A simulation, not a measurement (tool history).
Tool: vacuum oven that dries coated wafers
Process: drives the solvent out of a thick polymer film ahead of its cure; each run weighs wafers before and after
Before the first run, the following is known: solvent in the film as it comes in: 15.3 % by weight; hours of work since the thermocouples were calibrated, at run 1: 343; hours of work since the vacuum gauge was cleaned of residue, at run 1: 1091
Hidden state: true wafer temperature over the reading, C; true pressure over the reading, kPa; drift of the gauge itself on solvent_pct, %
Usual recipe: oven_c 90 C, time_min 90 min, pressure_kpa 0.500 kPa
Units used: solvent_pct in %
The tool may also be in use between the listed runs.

| run | hour | oven_c | time_min | pressure_kpa | hours of work since the thermocouples were calibrated | hours of work since the vacuum gauge was cleaned of residue | solvent_pct |
|---|---|---|---|---|---|---|---|
| 1 | 0.0 | 90 | 90 | 0.500 | 343 | 1091 | 2.54 |
| 2 | 58.7 | 90 | 90 | 0.500 | 372 | 1120 | 2.46 |
| 3 | 127.7 | 90 | 127 | 0.500 | 406 | 1154 | 1.51 |
| 4 | 168.2 | 104 | 127 | 0.500 | 426 | 1175 | 0.53 |
| 5 | 244.6 | 104 | 127 | 0.500 | 464 | 1212 | 0.55 |
| 6 | 291.8 | 90 | 90 | 0.500 | 487 | 1236 | 2.42 |
| 7 | 355.4 | 90 | 90 | 0.500 | 519 | 1267 | 2.52 |
| 8 | 422.6 | 90 | 78 | 0.500 | 552 | 1301 | 2.94 |
| 9 | 483.8 | 90 | 78 | 0.500 | 583 | 1331 | 3.00 |
| 10 | 558.1 | 90 | 78 | 0.500 | 619 | 1368 | 2.91 |
| 11 | 608.8 | 90 | 78 | 0.500 | 645 | 1393 | 2.88 |
| 12 | 640.8 | 90 | 78 | 0.500 | 661 | 1409 | 2.93 |
| 13 | 703.3 | 90 | 78 | 0.500 | 692 | 1440 | 2.80 |
| 14 | 759.5 | 101 | 90 | 0.500 | 719 | 1468 | 0.99 |
| 15 | 802.1 | 90 | 90 | 0.500 | 741 | 1489 | 2.45 |
| 16 | 875.8 | 90 | 90 | 0.500 | 777 | 1526 | 2.46 |
|  | 916.0 | oven's thermocouples calibrated |
| 17 | 916.7 | 90 | 71 | 0.500 | 0 | 1545 | 3.75 |
| 18 | 970.8 | 90 | 71 | 0.500 | 27 | 1572 | 3.52 |
| 19 | 1011.8 | 90 | 90 | 0.500 | 48 | 1592 | 2.69 |
| 20 | 1044.8 | 90 | 90 | 0.500 | 64 | 1608 | 2.78 |
| 21 | 1098.2 | 90 | 60 | 0.500 | 90 | 1635 | 4.12 |
| 22 | 1169.6 | 90 | 90 | 0.749 | 126 | 1670 | 2.86 |
| 23 | 1217.6 | 90 | 90 | 0.749 | 150 | 1694 | 2.79 |
| 24 | 1274.3 | 90 | 90 | 0.749 | 178 | 1722 | 2.82 |
| 25 | 1324.8 | 82 | 57 | 0.748 | 203 | 1747 | 6.41 |
| 26 | 1391.8 | 82 | 57 | 0.748 | 236 | 1781 | 6.22 |
| 27 | 1464.3 | 82 | 57 | 0.748 | 272 | 1817 | 6.38 |
| 28 | 1540.1 | 92 | 98 | 1.451 | 310 | 1854 | 2.61 |
| 29 | 1590.3 | 90 | 90 | 1.113 | 335 | 1879 | 3.03 |
| 30 | 1631.4 | 79 | 48 | 1.823 | 355 | 1900 | 8.25 |
| 31 | 1677.1 | 79 | 48 | 1.823 | 378 | 1922 | 8.25 |
| 32 | 1746.8 | 90 | 69 | 0.792 | 412 | 1957 | 3.85 |
| 33 | 1813.7 | 92 | 47 | 0.269 | 445 | 1990 | 4.69 |
| 34 | 1887.4 | 76 | 49 | 1.888 | 482 | 2027 | 8.86 |
| 35 | 1961.1 | 92 | 49 | 0.510 | 519 | 2063 | 4.67 |
| 36 | 2033.1 | 96 | 51 | 0.374 | 554 | 2099 | 3.59 |
| 37 | 2096.5 | 103 | 72 | 0.988 | 586 | 2130 | 1.56 |
| 38 | 2157.3 | 103 | 72 | 0.988 | 616 | 2161 | 1.60 |
| 39 | 2190.5 | 96 | 92 | 0.500 | 632 | 2177 | 1.64 |
| 40 | 2250.9 | 96 | 92 | 0.500 | 662 | 2207 | 1.65 |
| 41 | 2315.2 | 84 | 161 | 0.436 | 694 | 2239 | 1.97 |
| 42 | 2379.4 | 92 | 46 | 1.302 | 726 | 2271 | 5.21 |
| 43 | 2442.0 | 83 | 86 | 0.418 | 757 | 2302 | 4.17 |
| 44 | 2500.0 | 82 | 53 | 0.436 | 786 | 2331 | 6.53 |
|  | 2523.1 | oven's thermocouples calibrated |
| 45 | 2575.0 | 82 | 53 | 0.436 | 26 | 2367 | 6.61 |
| 46 | 2634.3 | 82 | 53 | 0.436 | 55 | 2396 | 6.66 |
| 47 | 2689.7 | 81 | 72 | 1.848 | 83 | 2424 | 6.61 |
| 48 | 2721.1 | 99 | 86 | 1.032 | 98 | 2439 | 1.74 |

Some steps in solvent_pct, run to run, broken into two amounts with sign: the step expected even without the hidden condition (settings, incoming material, random variation), and the rest, left for the hidden condition together with whatever gauge scatter is not in both the measured and the hidden-condition-free result:
Run 29 -> 30: oven_c 90 -> 79, time_min 90 -> 48, pressure_kpa 1.113 -> 1.823. solvent_pct +5.22 %: hidden state -0.03, all else +5.25.
Run 31 -> 32: oven_c 79 -> 90, time_min 48 -> 69, pressure_kpa 1.823 -> 0.792. solvent_pct -4.40 %: hidden state -0.03, all else -4.37.
Run 40 -> 41: oven_c 96 -> 84, time_min 92 -> 161, pressure_kpa 0.500 -> 0.436. solvent_pct +0.32 %: hidden state +0.24, all else +0.08.
Run 41 -> 42: oven_c 84 -> 92, time_min 161 -> 46, pressure_kpa 0.436 -> 1.302. solvent_pct +3.24 %: hidden state -0.38, all else +3.62.
Run 44 -> 45: oven's thermocouples calibrated. solvent_pct +0.08 %: hidden state +0.24, all else -0.16.
Run 47 -> 48: oven_c 81 -> 99, time_min 72 -> 86, pressure_kpa 1.848 -> 1.032. solvent_pct -4.87 %: hidden state -0.20, all else -4.67.
